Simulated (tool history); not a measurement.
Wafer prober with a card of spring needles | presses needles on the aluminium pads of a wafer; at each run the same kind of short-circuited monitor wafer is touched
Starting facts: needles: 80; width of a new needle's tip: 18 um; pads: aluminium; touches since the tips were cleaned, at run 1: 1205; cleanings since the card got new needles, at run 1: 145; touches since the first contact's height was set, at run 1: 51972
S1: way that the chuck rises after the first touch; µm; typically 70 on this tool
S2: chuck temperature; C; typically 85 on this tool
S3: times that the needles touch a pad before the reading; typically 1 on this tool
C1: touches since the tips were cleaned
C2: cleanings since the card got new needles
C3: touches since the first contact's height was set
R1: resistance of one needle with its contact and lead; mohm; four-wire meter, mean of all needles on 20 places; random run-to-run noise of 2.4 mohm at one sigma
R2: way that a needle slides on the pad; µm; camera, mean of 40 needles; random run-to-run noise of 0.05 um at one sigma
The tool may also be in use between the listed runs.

{"run": 1, "hour": 0.0, "S1": 70, "S2": 85, "S3": 1, "C1": 1205, "C2": 145, "C3": 51972, "R1": 513, "R2": 13.57}
{"hour": 2.1, "done": "tips cleaned on abrasive film"}
{"hour": 7.3, "done": "tips cleaned on abrasive film"}
{"hour": 12.5, "done": "tips cleaned on abrasive film"}
{"hour": 17.7, "done": "tips cleaned on abrasive film"}
{"hour": 22.9, "done": "tips cleaned on abrasive film"}
{"hour": 27.1, "done": "tips cleaned on abrasive film"}
{"hour": 32.3, "done": "tips cleaned on abrasive film"}
{"hour": 37.5, "done": "tips cleaned on abrasive film"}
{"hour": 42.7, "done": "tips cleaned on abrasive film"}
{"hour": 47.9, "done": "tips cleaned on abrasive film"}
{"hour": 53.1, "done": "tips cleaned on abrasive film"}
{"hour": 58.3, "done": "tips cleaned on abrasive film"}
{"hour": 63.5, "done": "tips cleaned on abrasive film"}
{"run": 2, "hour": 65.6, "S1": 70, "S2": 85, "S3": 1, "C1": 1106, "C2": 158, "C3": 86024, "R1": 505, "R2": 13.47}
{"hour": 67.7, "done": "tips cleaned on abrasive film"}
{"hour": 72.9, "done": "tips cleaned on abrasive film"}
{"hour": 78.1, "done": "tips cleaned on abrasive film"}
{"hour": 82.3, "done": "tips cleaned on abrasive film"}
{"hour": 86.5, "done": "tips cleaned on abrasive film"}
{"hour": 91.6, "done": "tips cleaned on abrasive film"}
{"hour": 95.8, "done": "tips cleaned on abrasive film"}
{"hour": 101.0, "done": "tips cleaned on abrasive film"}
{"hour": 106.2, "done": "tips cleaned on abrasive film"}
{"hour": 111.4, "done": "tips cleaned on abrasive film"}
{"hour": 115.6, "done": "tips cleaned on abrasive film"}
{"hour": 120.8, "done": "tips cleaned on abrasive film"}
{"run": 3, "hour": 124.3, "S1": 70, "S2": 85, "S3": 1, "C1": 1848, "C2": 170, "C3": 116498, "R1": 627, "R2": 13.42}
{"hour": 125.4, "done": "tips cleaned on abrasive film"}
{"hour": 130.6, "done": "tips cleaned on abrasive film"}
{"hour": 135.8, "done": "tips cleaned on abrasive film"}
{"hour": 141.0, "done": "tips cleaned on abrasive film"}
{"hour": 145.2, "done": "tips cleaned on abrasive film"}
{"hour": 149.3, "done": "tips cleaned on abrasive film"}
{"hour": 154.5, "done": "tips cleaned on abrasive film"}
{"hour": 158.7, "done": "tips cleaned on abrasive film"}
{"hour": 163.9, "done": "tips cleaned on abrasive film"}
{"hour": 169.1, "done": "tips cleaned on abrasive film"}
{"hour": 174.3, "done": "tips cleaned on abrasive film"}
{"hour": 179.5, "done": "tips cleaned on abrasive film"}
{"hour": 184.7, "done": "tips cleaned on abrasive film"}
{"hour": 188.9, "done": "tips cleaned on abrasive film"}
{"hour": 194.1, "done": "tips cleaned on abrasive film"}
{"hour": 198.2, "done": "tips cleaned on abrasive film"}
{"hour": 203.4, "done": "tips cleaned on abrasive film"}
{"run": 4, "hour": 206.7, "S1": 78, "S2": 85, "S3": 1, "C1": 1723, "C2": 187, "C3": 159266, "R1": 545, "R2": 14.76}
{"hour": 207.8, "done": "tips cleaned on abrasive film"}
{"hour": 212.0, "done": "tips cleaned on abrasive film"}
{"hour": 212.3, "done": "height of the first contact set anew"}
{"hour": 217.5, "done": "tips cleaned on abrasive film"}
{"hour": 222.7, "done": "tips cleaned on abrasive film"}
{"hour": 226.9, "done": "tips cleaned on abrasive film"}
{"hour": 232.0, "done": "tips cleaned on abrasive film"}
{"hour": 237.2, "done": "tips cleaned on abrasive film"}
{"hour": 242.4, "done": "tips cleaned on abrasive film"}
{"hour": 247.6, "done": "tips cleaned on abrasive film"}
{"hour": 252.8, "done": "tips cleaned on abrasive film"}
{"hour": 257.0, "done": "tips cleaned on abrasive film"}
{"hour": 262.2, "done": "tips cleaned on abrasive film"}
{"hour": 266.7, "done": "tips cleaned on abrasive film"}
{"run": 5, "hour": 266.7, "S1": 78, "S2": 85, "S3": 1, "C1": 0, "C2": 200, "C3": 28260, "R1": 310, "R2": 15.37}
{"hour": 271.9, "done": "tips cleaned on abrasive film"}
{"hour": 277.1, "done": "tips cleaned on abrasive film"}
{"hour": 289.1, "done": "card fitted with new needles"}
{"hour": 294.3, "done": "tips cleaned on abrasive film"}
{"hour": 299.5, "done": "tips cleaned on abrasive film"}
{"hour": 304.7, "done": "tips cleaned on abrasive film"}
{"hour": 309.9, "done": "tips cleaned on abrasive film"}
{"hour": 315.1, "done": "tips cleaned on abrasive film"}
{"hour": 320.3, "done": "tips cleaned on abrasive film"}
{"hour": 325.5, "done": "tips cleaned on abrasive film"}
{"hour": 330.7, "done": "tips cleaned on abrasive film"}
{"hour": 335.9, "done": "tips cleaned on abrasive film"}
{"run": 6, "hour": 336.8, "S1": 70, "S2": 42, "S3": 1, "C1": 502, "C2": 9, "C3": 24805, "R1": 360, "R2": 13.64}
{"hour": 341.0, "done": "tips cleaned on abrasive film"}
{"hour": 345.2, "done": "tips cleaned on abrasive film"}
{"hour": 350.4, "done": "tips cleaned on abrasive film"}
{"hour": 355.6, "done": "tips cleaned on abrasive film"}
{"hour": 360.8, "done": "tips cleaned on abrasive film"}
{"hour": 366.0, "done": "tips cleaned on abrasive film"}
{"hour": 371.2, "done": "tips cleaned on abrasive film"}
{"hour": 375.3, "done": "tips cleaned on abrasive film"}
{"hour": 380.5, "done": "tips cleaned on abrasive film"}
{"hour": 385.7, "done": "tips cleaned on abrasive film"}
{"hour": 390.9, "done": "tips cleaned on abrasive film"}
{"hour": 396.1, "done": "tips cleaned on abrasive film"}
{"hour": 401.3, "done": "tips cleaned on abrasive film"}
{"hour": 406.5, "done": "tips cleaned on abrasive film"}
{"run": 7, "hour": 410.0, "S1": 70, "S2": 42, "S3": 1, "C1": 1865, "C2": 23, "C3": 62855, "R1": 530, "R2": 13.56}
{"hour": 411.1, "done": "tips cleaned on abrasive film"}
{"hour": 416.3, "done": "tips cleaned on abrasive film"}
{"hour": 421.5, "done": "tips cleaned on abrasive film"}
{"hour": 426.7, "done": "tips cleaned on abrasive film"}
{"hour": 431.9, "done": "tips cleaned on abrasive film"}
{"hour": 436.1, "done": "tips cleaned on abrasive film"}
{"hour": 441.3, "done": "tips cleaned on abrasive film"}
{"run": 8, "hour": 443.7, "S1": 70, "S2": 85, "S3": 3, "C1": 1255, "C2": 30, "C3": 80313, "R1": 338, "R2": 13.53}
{"hour": 445.8, "done": "tips cleaned on abrasive film"}
{"hour": 451.0, "done": "tips cleaned on abrasive film"}
{"hour": 456.2, "done": "tips cleaned on abrasive film"}
{"hour": 461.4, "done": "tips cleaned on abrasive film"}
{"hour": 466.6, "done": "tips cleaned on abrasive film"}
{"hour": 471.8, "done": "tips cleaned on abrasive film"}
{"hour": 476.0, "done": "tips cleaned on abrasive film"}
{"hour": 481.2, "done": "tips cleaned on abrasive film"}
{"hour": 486.4, "done": "tips cleaned on abrasive film"}
{"hour": 490.5, "done": "tips cleaned on abrasive film"}
{"hour": 495.7, "done": "tips cleaned on abrasive film"}
{"hour": 500.9, "done": "tips cleaned on abrasive film"}
{"hour": 506.1, "done": "tips cleaned on abrasive film"}
{"hour": 511.3, "done": "tips cleaned on abrasive film"}
{"run": 9, "hour": 514.5, "S1": 53, "S2": 85, "S3": 2, "C1": 1699, "C2": 44, "C3": 117118, "R1": 537, "R2": 10.01}
{"hour": 515.7, "done": "tips cleaned on abrasive film"}
{"hour": 520.9, "done": "tips cleaned on abrasive film"}
{"hour": 526.0, "done": "tips cleaned on abrasive film"}
{"hour": 531.2, "done": "tips cleaned on abrasive film"}
{"hour": 536.4, "done": "tips cleaned on abrasive film"}
{"hour": 540.6, "done": "tips cleaned on abrasive film"}
{"hour": 545.8, "done": "tips cleaned on abrasive film"}
{"hour": 551.0, "done": "tips cleaned on abrasive film"}
{"hour": 556.2, "done": "tips cleaned on abrasive film"}
{"hour": 561.4, "done": "tips cleaned on abrasive film"}
{"hour": 565.6, "done": "tips cleaned on abrasive film"}
{"hour": 570.8, "done": "tips cleaned on abrasive film"}
{"hour": 575.0, "done": "tips cleaned on abrasive film"}
{"hour": 579.1, "done": "tips cleaned on abrasive film"}
{"hour": 584.3, "done": "tips cleaned on abrasive film"}
{"run": 10, "hour": 585.0, "S1": 61, "S2": 30, "S3": 1, "C1": 363, "C2": 59, "C3": 153667, "R1": 406, "R2": 11.55}

For run 11, what comes out?
{"hour": 589.2, "done": "tips cleaned on abrasive film"}
{"hour": 594.4, "done": "tips cleaned on abrasive film"}
{"hour": 599.6, "done": "tips cleaned on abrasive film"}
{"hour": 600.9, "done": "height of the first contact set anew"}
{"hour": 605.1, "done": "tips cleaned on abrasive film"}
{"hour": 610.3, "done": "tips cleaned on abrasive film"}
{"hour": 614.5, "done": "tips cleaned on abrasive film"}
{"hour": 619.6, "done": "tips cleaned on abrasive film"}
{"hour": 624.8, "done": "tips cleaned on abrasive film"}
{"hour": 630.0, "done": "tips cleaned on abrasive film"}
{"hour": 634.2, "done": "tips cleaned on abrasive film"}
{"hour": 639.4, "done": "tips cleaned on abrasive film"}
{"hour": 643.6, "done": "tips cleaned on abrasive film"}
{"hour": 648.8, "done": "tips cleaned on abrasive film"}
{"hour": 654.0, "done": "tips cleaned on abrasive film"}
{"hour": 658.9, "done": "tips cleaned on abrasive film"}
{"run": 11, "hour": 658.9, "S1": 61, "S2": 30, "S3": 1, "C1": 0, "C2": 74, "C3": 30071, "R1": "?", "R2": "?"}

Run 11 produced R1 311 mohm, R2 11.98 µm.
If the tool had no hidden condition, the same run with the same run-to-run variation would have returned R1 259 mohm, R2 12.09 µm.
